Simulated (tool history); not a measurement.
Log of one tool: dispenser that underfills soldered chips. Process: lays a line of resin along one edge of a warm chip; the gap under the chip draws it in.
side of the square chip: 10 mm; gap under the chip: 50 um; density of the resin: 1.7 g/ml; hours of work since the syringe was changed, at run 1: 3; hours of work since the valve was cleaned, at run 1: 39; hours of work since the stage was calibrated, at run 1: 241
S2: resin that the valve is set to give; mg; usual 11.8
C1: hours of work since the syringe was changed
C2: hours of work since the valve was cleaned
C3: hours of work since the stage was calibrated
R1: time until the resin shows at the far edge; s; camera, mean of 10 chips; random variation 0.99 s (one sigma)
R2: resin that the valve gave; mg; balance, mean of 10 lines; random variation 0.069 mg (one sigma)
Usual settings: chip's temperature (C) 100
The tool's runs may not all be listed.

Run 1, hour 0.0: usual settings; C1 3; C2 39; C3 241. Result: R1 126.2 s, R2 11.53 mg.
Run 2, hour 5.2: usual settings; C1 7; C2 43; C3 245. Result: R1 174.3 s, R2 11.48 mg.
At hour 7.4: new syringe of resin.
Run 3, hour 9.3: usual settings but S2 13.4 mg; C1 1; C2 46; C3 248. Result: R1 109.6 s, R2 12.88 mg.
Run 4, hour 16.5: usual settings but chip's temperature (C) 114; C1 7; C2 52; C3 254. Result: R1 94.5 s, R2 11.38 mg.
At hour 19.3: new syringe of resin.
Run 5, hour 25.1: usual settings but chip's temperature (C) 114; C1 5; C2 58; C3 261. Result: R1 78.6 s, R2 11.27 mg.
Run 6, hour 29.9: usual settings but S2 13.2 mg; C1 8; C2 62; C3 264. Result: R1 174.4 s, R2 12.59 mg.
At hour 31.5: new syringe of resin.
Run 7, hour 38.8: usual settings but S2 13.2 mg; C1 6; C2 69; C3 271. Result: R1 145.5 s, R2 12.69 mg.
At hour 43.1: new syringe of resin.
Run 8, hour 45.0: usual settings; C1 2; C2 73; C3 276. Result: R1 111.2 s, R2 11.19 mg.
Run 9, hour 53.4: usual settings but chip's temperature (C) 91; C1 8; C2 80; C3 283. Result: R1 267.2 s, R2 11.17 mg.
At hour 55.1: new syringe of resin.
Run 10, hour 62.7: usual settings but chip's temperature (C) 91; C1 6; C2 87; C3 290. Result: R1 229.5 s, R2 11.05 mg.
At hour 66.7: new syringe of resin.
Run 11, hour 69.5: usual settings but chip's temperature (C) 91, S2 11.2 mg; C1 2; C2 92; C3 295. Result: R1 177.2 s, R2 10.54 mg.
Run 12, hour 76.7: usual settings but S2 10.4 mg; C1 8; C2 98; C3 301. Result: R1 190.9 s, R2 9.74 mg.
At hour 78.7: new syringe of resin.
Run 13, hour 85.9: usual settings but S2 10.4 mg; C1 6; C2 105; C3 308. Result: R1 161.1 s, R2 9.71 mg.
At hour 90.3: new syringe of resin.
Run 14, hour 93.9: usual settings; C1 3; C2 111; C3 314. Result: R1 125.4 s, R2 10.96 mg.
Run 15, hour 98.5: usual settings; C1 6; C2 115; C3 317. Result: R1 163.4 s, R2 11.00 mg.
At hour 102.1: new syringe of resin.
Run 16, hour 103.1: usual settings but S2 10.7 mg; C1 1; C2 118; C3 321. Result: R1 112.2 s, R2 9.88 mg.
Run 17, hour 108.9: usual settings; C1 5; C2 123; C3 325. Result: R1 149.9 s, R2 10.84 mg.
At hour 113.9: new syringe of resin.
Run 18, hour 113.9: usual settings but S2 12.0 mg; C1 0; C2 126; C3 329. Result: R1 97.8 s, R2 11.04 mg.
Run 19, hour 121.1: usual settings but chip's temperature (C) 106; C1 6; C2 132; C3 335. Result: R1 118.3 s, R2 10.90 mg.
At hour 124.0: dispensing valve cleaned and set on the balance.
At hour 126.7: new syringe of resin.
Run 20, hour 128.8: usual settings but chip's temperature (C) 112; C1 2; C2 4; C3 340. Result: R1 65.7 s, R2 11.70 mg.
Run 21, hour 132.9: usual settings but S2 10.5 mg; C1 5; C2 7; C3 343. Result: R1 145.0 s, R2 10.47 mg.
At hour 138.2: new syringe of resin.
Run 22, hour 139.5: usual settings but S2 12.9 mg; C1 1; C2 12; C3 348. Result: R1 106.2 s, R2 12.81 mg.
Run 23, hour 147.4: usual settings but chip's temperature (C) 86, S2 12.8 mg; C1 7; C2 18; C3 354. Result: R1 307.4 s, R2 12.75 mg.
At hour 150.4: new syringe of resin.
Run 24, hour 152.7: usual settings but S2 10.4 mg; C1 2; C2 22; C3 358. Result: R1 118.6 s, R2 10.16 mg.
Run 25, hour 156.8: usual settings but chip's temperature (C) 86, S2 14.6 mg; C1 5; C2 25; C3 361. Result: R1 263.0 s, R2 14.35 mg.
At hour 162.0: new syringe of resin.
Run 26, hour 165.3: usual settings but chip's temperature (C) 86, S2 14.6 mg; C1 3; C2 32; C3 368. Result: R1 219.0 s, R2 14.35 mg.
At hour 173.7: new syringe of resin.
Run 27, hour 174.4: usual settings but chip's temperature (C) 88, S2 12.3 mg; C1 1; C2 39; C3 375. Result: R1 173.1 s, R2 11.91 mg.
Run 28, hour 180.0: usual settings but chip's temperature (C) 101, S2 15.1 mg; C1 5; C2 43; C3 379. Result: R1 132.3 s, R2 14.66 mg.
At hour 185.3: new syringe of resin.
Run 29, hour 188.7: usual settings but chip's temperature (C) 112, S2 15.1 mg; C1 3; C2 50; C3 386. Result: R1 72.3 s, R2 14.55 mg.
Run 30, hour 192.5: usual settings but chip's temperature (C) 112, S2 15.1 mg; C1 6; C2 53; C3 389. Result: R1 90.9 s, R2 14.57 mg.
At hour 197.3: new syringe of resin.
Run 31, hour 201.4: usual settings but chip's temperature (C) 105; C1 3; C2 60; C3 396. Result: R1 104.2 s, R2 11.34 mg.
At hour 209.2: new syringe of resin.
Run 32, hour 210.4: usual settings but chip's temperature (C) 103, S2 10.8 mg; C1 1; C2 66; C3 403. Result: R1 97.0 s, R2 10.36 mg.
Run 33, hour 218.7: usual settings but chip's temperature (C) 103, S2 10.8 mg; C1 8; C2 73; C3 409. Result: R1 158.2 s, R2 10.32 mg.
At hour 221.2: new syringe of resin.
Run 34, hour 225.2: usual settings but chip's temperature (C) 103, S2 10.8 mg; C1 3; C2 78; C3 414. Result: R1 114.7 s, R2 10.27 mg.
Run 35, hour 231.2: usual settings but chip's temperature (C) 106, S2 15.1 mg; C1 8; C2 83; C3 419. Result: R1 132.0 s, R2 14.32 mg.
At hour 232.9: new syringe of resin.
Run 36, hour 238.1: usual settings but chip's temperature (C) 106, S2 15.1 mg; C1 4; C2 88; C3 424. Result: R1 100.9 s, R2 14.31 mg.

The same runs without the tool's hidden state, with the same run-to-run variation:
The hidden state here: resin's viscosity, % of fresh resin's; dose that the valve gives, % of what is set; true chip temperature over the reading, C; drift of the gauge itself on fill_s, %; drift of the gauge itself on given_mg, %.
run     R1     R2
  1   94.1  11.83
  2   96.1  11.81
  3   94.2  13.28
  4   53.4  11.78
  5   54.3  11.72
  6   91.6  13.13
  7   91.8  13.28
  8   94.8  11.75
  9  139.1  11.78
 10  138.0  11.71
 11  141.2  11.21
 12   99.3  10.41
 13   98.2  10.42
 14   94.8  11.81
 15   94.7  11.88
 16   97.7  10.70
 17   93.5  11.79
 18   93.0  12.02
 19   73.6  11.92
 20   56.7  11.73
 21   97.9  10.53
 22   94.0  12.92
 23  170.0  12.92
 24   97.4  10.32
 25  170.5  14.60
 26  171.0  14.66
 27  158.9  12.23
 28   88.5  15.09
 29   56.2  15.05
 30   56.4  15.10
 31   77.5  11.80
 32   85.3  10.83
 33   85.0  10.84
 34   86.4  10.83
 35   71.2  15.14
 36   71.0  15.19
